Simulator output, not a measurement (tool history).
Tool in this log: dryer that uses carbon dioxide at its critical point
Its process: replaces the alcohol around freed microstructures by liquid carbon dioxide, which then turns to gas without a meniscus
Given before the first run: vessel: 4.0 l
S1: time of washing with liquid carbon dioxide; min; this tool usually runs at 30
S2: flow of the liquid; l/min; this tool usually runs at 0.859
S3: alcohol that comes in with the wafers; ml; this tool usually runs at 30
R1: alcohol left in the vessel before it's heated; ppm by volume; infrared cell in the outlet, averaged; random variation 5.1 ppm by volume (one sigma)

| run | hour | S1 | S2 | S3 | R1 |
|---|---|---|---|---|---|
| 1 | 0.0 | 30 | 0.859 | 30 | 85 |
| 2 | 37.7 | 30 | 0.859 | 30 | 84 |
|  | 50.0 | inlet filter changed |
| 3 | 67.7 | 30 | 0.859 | 30 | 72 |
| 4 | 90.1 | 27 | 0.859 | 30 | 116 |
| 5 | 110.7 | 27 | 1.404 | 30 | 26 |
| 6 | 142.2 | 30 | 0.985 | 30 | 54 |
| 7 | 164.3 | 30 | 0.985 | 30 | 53 |
| 8 | 192.7 | 30 | 0.985 | 30 | 39 |
| 9 | 218.2 | 30 | 0.985 | 30 | 55 |
| 10 | 247.7 | 30 | 1.084 | 30 | 54 |
| 11 | 269.9 | 30 | 1.084 | 30 | 46 |
| 12 | 285.4 | 30 | 1.084 | 30 | 50 |
| 13 | 317.4 | 30 | 0.859 | 30 | 87 |
| 14 | 345.3 | 30 | 0.859 | 30 | 95 |
| 15 | 364.2 | 30 | 0.859 | 30 | 88 |
| 16 | 400.5 | 28 | 0.859 | 30 | 107 |
| 17 | 419.6 | 28 | 0.859 | 21 | 97 |
| 18 | 455.1 | 28 | 0.859 | 21 | 102 |
| 19 | 471.7 | 28 | 0.859 | 21 | 93 |
| 20 | 489.2 | 28 | 0.859 | 21 | 101 |
| 21 | 507.3 | 22 | 1.077 | 27 | 121 |
| 22 | 526.5 | 20 | 0.930 | 89 | 714 |
| 23 | 559.4 | 27 | 1.380 | 26 | 46 |
| 24 | 592.7 | 27 | 1.380 | 26 | 45 |
| 25 | 622.1 | 30 | 0.955 | 62 | 120 |

Forecast run 26:
| 26 | 648.2 | 32 | 0.859 | 30 | ? |

Run 26 measured R1 93 ppm by volume.
Minus the tool's unlogged condition, the same run would have read R1 39 ppm by volume.
